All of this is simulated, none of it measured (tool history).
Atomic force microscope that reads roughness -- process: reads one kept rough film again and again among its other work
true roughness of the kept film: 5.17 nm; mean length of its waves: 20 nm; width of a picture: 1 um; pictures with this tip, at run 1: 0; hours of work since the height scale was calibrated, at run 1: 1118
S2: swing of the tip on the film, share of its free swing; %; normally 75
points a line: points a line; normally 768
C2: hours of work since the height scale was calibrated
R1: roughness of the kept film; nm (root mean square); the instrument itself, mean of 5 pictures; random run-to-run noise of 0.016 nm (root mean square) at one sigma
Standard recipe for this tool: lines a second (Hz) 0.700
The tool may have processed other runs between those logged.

{"run": 1, "hour": 0.0, "lines a second (Hz)": 0.7, "S2": 75, "points a line": 768, "pictures with this tip": 0, "C2": 1118, "R1": 4.027}
{"run": 2, "hour": 30.7, "lines a second (Hz)": 0.7, "S2": 75, "points a line": 858, "pictures with this tip": 55, "C2": 1134, "R1": 3.633}
{"run": 3, "hour": 60.8, "lines a second (Hz)": 0.7, "S2": 75, "points a line": 858, "pictures with this tip": 109, "C2": 1151, "R1": 3.289}
{"run": 4, "hour": 116.6, "lines a second (Hz)": 0.7, "S2": 75, "points a line": 858, "pictures with this tip": 209, "C2": 1181, "R1": 2.837}
{"run": 5, "hour": 151.8, "lines a second (Hz)": 0.7, "S2": 75, "points a line": 858, "pictures with this tip": 273, "C2": 1200, "R1": 2.604}
{"run": 6, "hour": 182.7, "lines a second (Hz)": 0.7, "S2": 59, "points a line": 768, "pictures with this tip": 328, "C2": 1216, "R1": 2.468}
{"hour": 186.2, "done": "new tip fitted"}
{"run": 7, "hour": 239.0, "lines a second (Hz)": 0.7, "S2": 75, "points a line": 768, "pictures with this tip": 95, "C2": 1246, "R1": 3.339}
{"run": 8, "hour": 274.4, "lines a second (Hz)": 0.7, "S2": 75, "points a line": 768, "pictures with this tip": 158, "C2": 1265, "R1": 3.049}
{"run": 9, "hour": 298.8, "lines a second (Hz)": 0.7, "S2": 75, "points a line": 768, "pictures with this tip": 202, "C2": 1279, "R1": 2.85}
{"run": 10, "hour": 342.8, "lines a second (Hz)": 0.7, "S2": 75, "points a line": 768, "pictures with this tip": 281, "C2": 1302, "R1": 2.549}
{"hour": 371.4, "done": "new tip fitted"}
{"run": 11, "hour": 386.4, "lines a second (Hz)": 0.7, "S2": 75, "points a line": 768, "pictures with this tip": 27, "C2": 1326, "R1": 3.812}
{"run": 12, "hour": 430.0, "lines a second (Hz)": 0.7, "S2": 75, "points a line": 768, "pictures with this tip": 105, "C2": 1349, "R1": 3.364}
{"run": 13, "hour": 458.9, "lines a second (Hz)": 1.861, "S2": 75, "points a line": 768, "pictures with this tip": 157, "C2": 1365, "R1": 2.907}
{"run": 14, "hour": 518.9, "lines a second (Hz)": 1.861, "S2": 75, "points a line": 768, "pictures with this tip": 265, "C2": 1397, "R1": 2.525}
{"hour": 555.9, "done": "new tip fitted"}
{"run": 15, "hour": 572.7, "lines a second (Hz)": 1.861, "S2": 75, "points a line": 768, "pictures with this tip": 30, "C2": 1426, "R1": 3.492}
{"run": 16, "hour": 617.0, "lines a second (Hz)": 1.861, "S2": 75, "points a line": 768, "pictures with this tip": 110, "C2": 1450, "R1": 3.025}
{"run": 17, "hour": 675.9, "lines a second (Hz)": 1.424, "S2": 70, "points a line": 342, "pictures with this tip": 216, "C2": 1481, "R1": 2.633}
{"run": 18, "hour": 710.9, "lines a second (Hz)": 1.578, "S2": 75, "points a line": 334, "pictures with this tip": 279, "C2": 1500, "R1": 2.375}
{"hour": 743.7, "done": "new tip fitted"}
{"run": 19, "hour": 762.0, "lines a second (Hz)": 1.09, "S2": 75, "points a line": 295, "pictures with this tip": 33, "C2": 1527, "R1": 3.555}
{"run": 20, "hour": 788.2, "lines a second (Hz)": 0.524, "S2": 70, "points a line": 525, "pictures with this tip": 80, "C2": 1542, "R1": 3.405}
{"run": 21, "hour": 828.7, "lines a second (Hz)": 0.524, "S2": 70, "points a line": 525, "pictures with this tip": 153, "C2": 1563, "R1": 3.031}
{"run": 22, "hour": 874.5, "lines a second (Hz)": 0.7, "S2": 75, "points a line": 911, "pictures with this tip": 235, "C2": 1588, "R1": 2.661}
{"run": 23, "hour": 906.4, "lines a second (Hz)": 0.927, "S2": 87, "points a line": 893, "pictures with this tip": 293, "C2": 1605, "R1": 2.386}
{"hour": 929.4, "done": "new tip fitted"}
{"run": 24, "hour": 951.3, "lines a second (Hz)": 0.927, "S2": 87, "points a line": 893, "pictures with this tip": 39, "C2": 1629, "R1": 3.562}
{"run": 25, "hour": 995.9, "lines a second (Hz)": 0.927, "S2": 87, "points a line": 893, "pictures with this tip": 120, "C2": 1653, "R1": 3.083}
{"run": 26, "hour": 1026.5, "lines a second (Hz)": 1.393, "S2": 61, "points a line": 694, "pictures with this tip": 175, "C2": 1670, "R1": 2.987}
{"run": 27, "hour": 1065.4, "lines a second (Hz)": 1.393, "S2": 61, "points a line": 694, "pictures with this tip": 245, "C2": 1691, "R1": 2.683}

Each row is a separate what-if for the run after 27, all from the same tool condition, not one after another. Results?
{"hour": 1114.0, "done": "new tip fitted"}
{"run": "A", "hour": 1114.0, "lines a second (Hz)": 0.978, "S2": 82, "points a line": 902, "pictures with this tip": 0, "C2": 1717, "R1": "?"}
{"hour": 1114.0, "done": "new tip fitted"}
{"run": "B", "hour": 1114.0, "lines a second (Hz)": 3.455, "S2": 61, "points a line": 602, "pictures with this tip": 0, "C2": 1717, "R1": "?"}
{"hour": 1114.0, "done": "new tip fitted"}
{"run": "C", "hour": 1114.0, "lines a second (Hz)": 3.814, "S2": 77, "points a line": 320, "pictures with this tip": 0, "C2": 1717, "R1": "?"}
{"hour": 1114.0, "done": "new tip fitted"}
{"run": "D", "hour": 1114.0, "lines a second (Hz)": 0.7, "S2": 56, "points a line": 960, "pictures with this tip": 0, "C2": 1717, "R1": "?"}
{"hour": 1114.0, "done": "new tip fitted"}
{"run": "E", "hour": 1114.0, "lines a second (Hz)": 0.626, "S2": 75, "points a line": 403, "pictures with this tip": 0, "C2": 1717, "R1": "?"}

run=A R1=3.869
run=B R1=3.832
run=C R1=3.383
run=D R1=4.070
run=E R1=3.916
Stripped of hidden state, with their random variation kept, the same runs would have yielded:
run=A R1=3.874
run=B R1=3.837
run=C R1=3.387
run=D R1=4.075
run=E R1=3.922

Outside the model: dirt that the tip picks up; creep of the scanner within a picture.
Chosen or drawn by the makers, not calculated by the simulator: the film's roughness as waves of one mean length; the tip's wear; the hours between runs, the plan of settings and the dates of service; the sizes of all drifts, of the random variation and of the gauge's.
